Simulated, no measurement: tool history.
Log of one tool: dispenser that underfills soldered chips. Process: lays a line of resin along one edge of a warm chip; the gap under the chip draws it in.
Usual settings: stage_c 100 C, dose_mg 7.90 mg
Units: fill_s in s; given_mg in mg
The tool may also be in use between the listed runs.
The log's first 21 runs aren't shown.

| run | hour | stage_c | dose_mg | hours of work since the syringe was changed | hours of work since the valve was cleaned | hours of work since the stage was calibrated | fill_s | given_mg |
|---|---|---|---|---|---|---|---|---|
|  | 208.2 | new syringe of resin |
| 22 | 215.2 | 91 | 7.96 | 5 | 10 | 198 | 28.3 | 7.93 |
| 23 | 224.7 | 113 | 6.80 | 11 | 16 | 204 | 22.6 | 6.75 |
|  | 226.7 | new syringe of resin |
| 24 | 233.5 | 94 | 10.15 | 4 | 22 | 209 | 24.9 | 10.09 |
| 25 | 241.5 | 91 | 8.05 | 10 | 27 | 215 | 37.2 | 7.95 |
|  | 245.6 | new syringe of resin |
| 26 | 252.2 | 91 | 8.05 | 4 | 34 | 221 | 27.4 | 7.95 |
|  | 264.2 | new syringe of resin |
| 27 | 264.2 | 110 | 8.97 | 0 | 41 | 229 | 13.2 | 8.83 |
| 28 | 277.9 | 110 | 8.97 | 9 | 50 | 238 | 20.7 | 8.82 |
|  | 283.3 | new syringe of resin |
| 29 | 289.9 | 114 | 8.39 | 4 | 58 | 246 | 15.3 | 8.21 |
|  | 292.8 | dispensing valve cleaned and set on the balance |
| 30 | 300.2 | 114 | 8.39 | 10 | 5 | 252 | 21.0 | 8.36 |
|  | 303.1 | new syringe of resin |
| 31 | 310.8 | 102 | 9.35 | 5 | 12 | 259 | 21.1 | 9.31 |
| 32 | 321.2 | 102 | 9.35 | 12 | 18 | 266 | 29.2 | 9.27 |
|  | 322.8 | new syringe of resin |
| 33 | 334.1 | 111 | 7.42 | 7 | 27 | 274 | 20.4 | 7.32 |
|  | 341.7 | new syringe of resin |
| 34 | 346.5 | 86 | 8.04 | 3 | 35 | 282 | 29.7 | 7.94 |

Forecast each of these 3 alternatives for the next run:
| A | 358.2 | 111 | 9.12 | 11 | 42 | 289 | ? | ? |
| B | 358.2 | 88 | 7.17 | 11 | 42 | 289 | ? | ? |
| C | 358.2 | 94 | 8.04 | 11 | 42 | 289 | ? | ? |

| run | fill_s | given_mg |
|---|---|---|
| A | 21.9 | 8.96 |
| B | 42.7 | 7.06 |
| C | 35.3 | 7.88 |
Without the tool's hidden state the same runs would have given:
| run | fill_s | given_mg |
|---|---|---|
| A | 12.7 | 9.12 |
| B | 25.1 | 7.18 |
| C | 20.9 | 8.02 |
